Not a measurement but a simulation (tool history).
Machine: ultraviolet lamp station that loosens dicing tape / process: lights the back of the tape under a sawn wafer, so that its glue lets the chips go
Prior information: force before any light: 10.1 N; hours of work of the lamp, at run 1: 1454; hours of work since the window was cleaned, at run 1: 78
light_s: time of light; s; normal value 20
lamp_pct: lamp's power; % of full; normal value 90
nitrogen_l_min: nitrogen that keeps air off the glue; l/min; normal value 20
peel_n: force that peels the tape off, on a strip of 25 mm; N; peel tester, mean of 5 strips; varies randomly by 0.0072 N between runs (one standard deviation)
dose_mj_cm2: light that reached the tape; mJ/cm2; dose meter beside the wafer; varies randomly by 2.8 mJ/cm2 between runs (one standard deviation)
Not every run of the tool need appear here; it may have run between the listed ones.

run	hour	light_s	lamp_pct	nitrogen_l_min	hours of work of the lamp	hours of work since the window was cleaned	peel_n	dose_mj_cm2
1	0	20	90	20	1454	78	0.507	315
2	53	20	90	8	1492	116	0.844	306
3	105.5	20	90	8	1530	154	0.939	301
4	147.7	21	90	8	1561	185	0.838	316
5	192.2	21	90	8	1593	217	0.851	308
6	236.9	21	90	8	1626	250	0.857	307
7	284.8	21	90	10	1661	285	0.807	304
8	342	20	90	24	1702	326	0.598	281
9	387.2	20	90	24	1735	359	0.614	275
10	437.3	20	93	20	1771	395	0.621	286
11	478.8	20	93	20	1801	426	0.651	278
12	521.9	20	90	20	1833	457	0.719	272
13	555.9	20	90	20	1857	482	0.743	267
14	627.4	11	90	20	1909	534	2.301	141
15	702.4	11	90	10	1964	588	3.08	142
# hour 732.1: lamp changed
16	777.3	11	90	10	33	642	2.023	182
# hour 799.5: window cleaned of glue's vapour
17	813.7	20	90	20	59	10	0.278	389
18	856.9	25	91	27	90	42	0.141	486
19	924.5	29	100	34	139	91	0.086	594
20	968.4	20	72	31	171	123	0.452	297
21	1021.6	11	90	17	210	161	1.418	201
22	1068.4	15	90	22	244	195	0.666	274
23	1133.3	18	90	10	291	243	0.66	322
24	1179.4	22	99	8	325	276	0.333	427
25	1246.6	22	99	8	373	325	0.384	424
26	1291.4	26	60	24	406	357	0.522	305
27	1363.3	26	60	24	458	410	0.533	295
28	1416.1	26	60	24	497	448	0.562	288
29	1474.9	26	60	24	539	491	0.607	284
30	1536.2	26	60	24	584	535	0.614	280
31	1581.5	19	71	14	617	568	1.148	239
32	1639.2	26	71	14	659	610	0.568	318
33	1697.2	26	71	14	701	652	0.595	318

What differs in the tool's unlogged condition from the final listed run ahead of each entry between runs to the first listed run following it?
In the gap between runs 15 and 16: lamp changed (hour 732.1)
  lamp's light, % of a new lamp's: 74.4 -> 99.2; light that the window lets through, % of a clean one's: 86 -> 84.7
  what was measured, less what the result would be without the hidden state, peel_n: +1.496 -> +0.516 N; dose_mj_cm2: -79 -> -35 mJ/cm2
In the gap between runs 16 and 17: window cleaned of glue's vapour (hour 799.5)
  lamp's light, % of a new lamp's: 99.2 -> 98.9; light that the window lets through, % of a clean one's: 84.7 -> 99
  what was measured, less what the result would be without the hidden state, peel_n: +0.516 -> +0.016 N; dose_mj_cm2: -35 -> -9 mJ/cm2
